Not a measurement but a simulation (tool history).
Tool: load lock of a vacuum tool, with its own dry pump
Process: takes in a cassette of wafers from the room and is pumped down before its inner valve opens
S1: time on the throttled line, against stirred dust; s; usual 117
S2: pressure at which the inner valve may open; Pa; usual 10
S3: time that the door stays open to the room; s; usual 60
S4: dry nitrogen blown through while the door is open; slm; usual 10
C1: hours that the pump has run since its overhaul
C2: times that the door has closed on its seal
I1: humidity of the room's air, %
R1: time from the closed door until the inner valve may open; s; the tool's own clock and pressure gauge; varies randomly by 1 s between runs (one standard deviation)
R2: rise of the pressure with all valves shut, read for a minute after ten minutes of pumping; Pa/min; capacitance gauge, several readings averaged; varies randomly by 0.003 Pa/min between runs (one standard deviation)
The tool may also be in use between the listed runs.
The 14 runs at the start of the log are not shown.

run 15 hour=3663.6 | S1=82 S2=10 S3=30 S4=10 | C1=12221 C2=39159 | I1=44.4 | R1=143.9 R2=0.478
run 16 hour=4012.8 | S1=117 S2=10 S3=60 S4=10 | C1=12571 C2=40800 | I1=44.3 | R1=172.7 R2=0.510
run 17 hour=4365.4 | S1=117 S2=10 S3=60 S4=10 | C1=12923 C2=42458 | I1=44.9 | R1=174.4 R2=0.549
run 18 hour=4713.6 | S1=117 S2=10 S3=46 S4=10 | C1=13271 C2=44094 | I1=41.1 | R1=173.2 R2=0.575
run 19 hour=4990.7 | S1=96 S2=10 S3=96 S4=19 | C1=13549 C2=45397 | I1=44.8 | R1=155.8 R2=0.612
run 20 hour=5172.0 | S1=124 S2=10 S3=60 S4=30 | C1=13730 C2=46249 | I1=47.4 | R1=178.5 R2=0.607
run 21 hour=5334.7 | S1=233 S2=8 S3=30 S4=41 | C1=13893 C2=47014 | I1=42.7 | R1=271.3 R2=0.609
run 22 hour=5596.2 | S1=162 S2=18 S3=141 S4=35 | C1=14154 C2=48243 | I1=45.1 | R1=205.0 R2=0.669
-- hour=5836.5 door's seal changed, seat wiped
run 23 hour=5931.3 | S1=162 S2=18 S3=141 S4=35 | C1=14488 C2=446 | I1=43.0 | R1=205.4 R2=0.042
run 24 hour=6251.8 | S1=72 S2=18 S3=141 S4=35 | C1=14808 C2=1953 | I1=45.2 | R1=131.2 R2=0.050
run 25 hour=6509.6 | S1=65 S2=15 S3=42 S4=10 | C1=15066 C2=3165 | I1=47.4 | R1=128.1 R2=0.047
run 26 hour=6794.7 | S1=65 S2=15 S3=42 S4=10 | C1=15351 C2=4505 | I1=45.3 | R1=129.6 R2=0.052
run 27 hour=7058.9 | S1=65 S2=15 S3=42 S4=10 | C1=15615 C2=5747 | I1=45.8 | R1=128.0 R2=0.059
run 28 hour=7400.3 | S1=117 S2=10 S3=43 S4=5 | C1=15957 C2=7352 | I1=46.0 | R1=175.8 R2=0.076
run 29 hour=7712.9 | S1=117 S2=10 S3=43 S4=5 | C1=16269 C2=8821 | I1=45.0 | R1=176.6 R2=0.080
run 30 hour=7889.6 | S1=103 S2=10 S3=30 S4=5 | C1=16446 C2=9652 | I1=45.8 | R1=163.8 R2=0.089
run 31 hour=8221.9 | S1=103 S2=10 S3=30 S4=5 | C1=16778 C2=11214 | I1=46.1 | R1=163.9 R2=0.092
run 32 hour=8458.8 | S1=103 S2=10 S3=30 S4=5 | C1=17015 C2=12327 | I1=45.0 | R1=165.1 R2=0.100
run 33 hour=8690.0 | S1=117 S2=10 S3=102 S4=10 | C1=17246 C2=13414 | I1=46.3 | R1=177.1 R2=0.148
run 34 hour=8903.1 | S1=117 S2=13 S3=30 S4=45 | C1=17459 C2=14416 | I1=44.1 | R1=174.9 R2=0.105
run 35 hour=9181.3 | S1=117 S2=13 S3=30 S4=45 | C1=17738 C2=15723 | I1=43.3 | R1=173.5 R2=0.119

Branching from run 35: 3 alternative next runs. What would each branch give?
run A hour=9488.7 | S1=78 S2=11 S3=60 S4=7 | C1=18045 C2=17168 | I1=43.7 | R1=? R2=?
run B hour=9488.7 | S1=228 S2=13 S3=75 S4=4 | C1=18045 C2=17168 | I1=47.4 | R1=? R2=?
run C hour=9488.7 | S1=117 S2=15 S3=104 S4=45 | C1=18045 C2=17168 | I1=42.0 | R1=? R2=?

run=A R1=144.7 R2=0.158
run=B R1=266.0 R2=0.174
run=C R1=172.9 R2=0.148
Take away the tool's hidden state, keep each run's random variation, and the runs would have read:
run=A R1=132.1 R2=0.039
run=B R1=258.8 R2=0.053
run=C R1=162.3 R2=0.028

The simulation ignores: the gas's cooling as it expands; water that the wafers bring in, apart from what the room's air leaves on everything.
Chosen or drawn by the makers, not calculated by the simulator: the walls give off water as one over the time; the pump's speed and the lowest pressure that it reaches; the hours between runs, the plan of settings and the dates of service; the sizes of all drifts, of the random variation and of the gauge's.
